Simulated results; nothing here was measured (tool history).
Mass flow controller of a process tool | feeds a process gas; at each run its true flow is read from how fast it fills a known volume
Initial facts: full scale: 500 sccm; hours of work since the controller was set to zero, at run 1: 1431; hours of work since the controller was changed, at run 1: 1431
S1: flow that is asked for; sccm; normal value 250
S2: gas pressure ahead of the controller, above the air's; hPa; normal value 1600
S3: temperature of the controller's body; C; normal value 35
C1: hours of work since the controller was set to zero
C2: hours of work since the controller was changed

Run 1, hour 0.0: usual settings; C1 1431; C2 1431. Result: true flow (%) 97.43.
Run 2, hour 41.0: usual settings but S2 1790 hPa; C1 1454; C2 1454. Result: true flow (%) 97.69.
Run 3, hour 108.0: usual settings but S2 1790 hPa; C1 1492; C2 1492. Result: true flow (%) 97.68.
Run 4, hour 144.8: usual settings but S2 1790 hPa; C1 1513; C2 1513. Result: true flow (%) 97.56.
Run 5, hour 209.4: usual settings but S2 1790 hPa; C1 1550; C2 1550. Result: true flow (%) 97.76.
Run 6, hour 247.5: usual settings but S2 1790 hPa; C1 1572; C2 1572. Result: true flow (%) 97.77.
Run 7, hour 327.8: usual settings but S1 140 sccm; C1 1618; C2 1618. Result: true flow (%) 97.13.
Run 8, hour 379.8: usual settings but S2 2760 hPa; C1 1648; C2 1648. Result: true flow (%) 98.54.
Run 9, hour 442.3: usual settings but S2 2760 hPa; C1 1683; C2 1683. Result: true flow (%) 98.68.
Run 10, hour 518.9: usual settings; C1 1727; C2 1727. Result: true flow (%) 98.02.
Run 11, hour 577.0: usual settings; C1 1760; C2 1760. Result: true flow (%) 98.04.
Run 12, hour 655.7: usual settings but S2 1430 hPa; C1 1805; C2 1805. Result: true flow (%) 98.16.
Run 13, hour 710.4: usual settings but S2 1430 hPa; C1 1837; C2 1837. Result: true flow (%) 98.09.
Run 14, hour 745.1: usual settings but S1 75 sccm; C1 1856; C2 1856. Result: true flow (%) 97.42.
Run 15, hour 816.3: usual settings; C1 1897; C2 1897. Result: true flow (%) 98.52.
Run 16, hour 868.6: usual settings; C1 1927; C2 1927. Result: true flow (%) 98.37.
Run 17, hour 943.8: usual settings; C1 1970; C2 1970. Result: true flow (%) 98.55.
Run 18, hour 1009.9: usual settings; C1 2008; C2 2008. Result: true flow (%) 98.55.
Run 19, hour 1050.9: usual settings; C1 2031; C2 2031. Result: true flow (%) 98.57.
Run 20, hour 1086.1: usual settings; C1 2051; C2 2051. Result: true flow (%) 98.73.
Run 21, hour 1130.9: usual settings; C1 2077; C2 2077. Result: true flow (%) 98.84.
Run 22, hour 1197.7: usual settings but S3 34 C; C1 2115; C2 2115. Result: true flow (%) 98.98.
Run 23, hour 1273.9: usual settings but S1 55 sccm, S2 1550 hPa, S3 30 C; C1 2159; C2 2159. Result: true flow (%) 98.38.
Run 24, hour 1348.7: usual settings but S1 55 sccm, S2 1460 hPa, S3 21 C; C1 2201; C2 2201. Result: true flow (%) 99.17.
Run 25, hour 1424.6: usual settings but S1 135 sccm, S2 2360 hPa, S3 34 C; C1 2245; C2 2245. Result: true flow (%) 99.00.
Run 26, hour 1486.1: usual settings but S1 135 sccm, S2 2360 hPa, S3 34 C; C1 2280; C2 2280. Result: true flow (%) 99.07.
Run 27, hour 1535.3: usual settings but S1 327 sccm, S2 2510 hPa, S3 34 C; C1 2308; C2 2308. Result: true flow (%) 100.25.
At hour 1553.3: gauge calibrated.
Run 28, hour 1595.2: usual settings but S1 327 sccm, S2 2510 hPa, S3 34 C; C1 2342; C2 2342. Result: true flow (%) 98.49.
Run 29, hour 1674.9: usual settings but S1 176 sccm, S3 21 C; C1 2388; C2 2388. Result: true flow (%) 98.59.
Run 30, hour 1729.0: usual settings; C1 2419; C2 2419. Result: true flow (%) 97.79.
Run 31, hour 1804.8: usual settings but S1 332 sccm, S2 2290 hPa, S3 25 C; C1 2462; C2 2462. Result: true flow (%) 99.52.
Run 32, hour 1875.4: usual settings but S1 332 sccm, S2 2290 hPa, S3 25 C; C1 2502; C2 2502. Result: true flow (%) 99.68.
Run 33, hour 1917.6: usual settings but S1 91 sccm, S2 1700 hPa, S3 21 C; C1 2527; C2 2527. Result: true flow (%) 98.39.
Run 34, hour 1959.2: usual settings but S1 91 sccm, S2 1700 hPa, S3 21 C; C1 2550; C2 2550. Result: true flow (%) 98.39.
Run 35, hour 2006.1: usual settings but S1 91 sccm, S2 1700 hPa, S3 21 C; C1 2577; C2 2577. Result: true flow (%) 98.51.
Run 36, hour 2081.4: usual settings but S1 91 sccm, S2 1700 hPa, S3 21 C; C1 2620; C2 2620. Result: true flow (%) 98.65.
Run 37, hour 2140.5: usual settings but S1 91 sccm, S2 1700 hPa; C1 2654; C2 2654. Result: true flow (%) 97.32.
Run 38, hour 2181.6: usual settings but S1 60 sccm, S2 1590 hPa, S3 34 C; C1 2677; C2 2677. Result: true flow (%) 97.19.
Run 39, hour 2251.0: usual settings but S1 60 sccm, S2 1590 hPa, S3 34 C; C1 2717; C2 2717. Result: true flow (%) 97.45.
Run 40, hour 2307.1: usual settings but S1 145 sccm, S2 1630 hPa, S3 34 C; C1 2749; C2 2749. Result: true flow (%) 97.81.
Run 41, hour 2352.5: usual settings but S1 436 sccm, S2 2640 hPa, S3 39 C; C1 2775; C2 2775. Result: true flow (%) 99.71.
Run 42, hour 2425.4: usual settings but S1 85 sccm, S3 22 C; C1 2817; C2 2817. Result: true flow (%) 98.91.
Run 43, hour 2492.0: usual settings but S1 85 sccm, S3 22 C; C1 2855; C2 2855. Result: true flow (%) 98.80.

Entry by entry between the runs, the difference in hidden state between the last listed run before and the first listed run after:
After run 27, before run 28: gauge calibrated (hour 1553.3)
  drift of the gauge itself on true_pct, %: 1.79 -> 0.05
  difference, measured minus the result without the unlogged condition, true flow (%): +1.75 -> +0.04
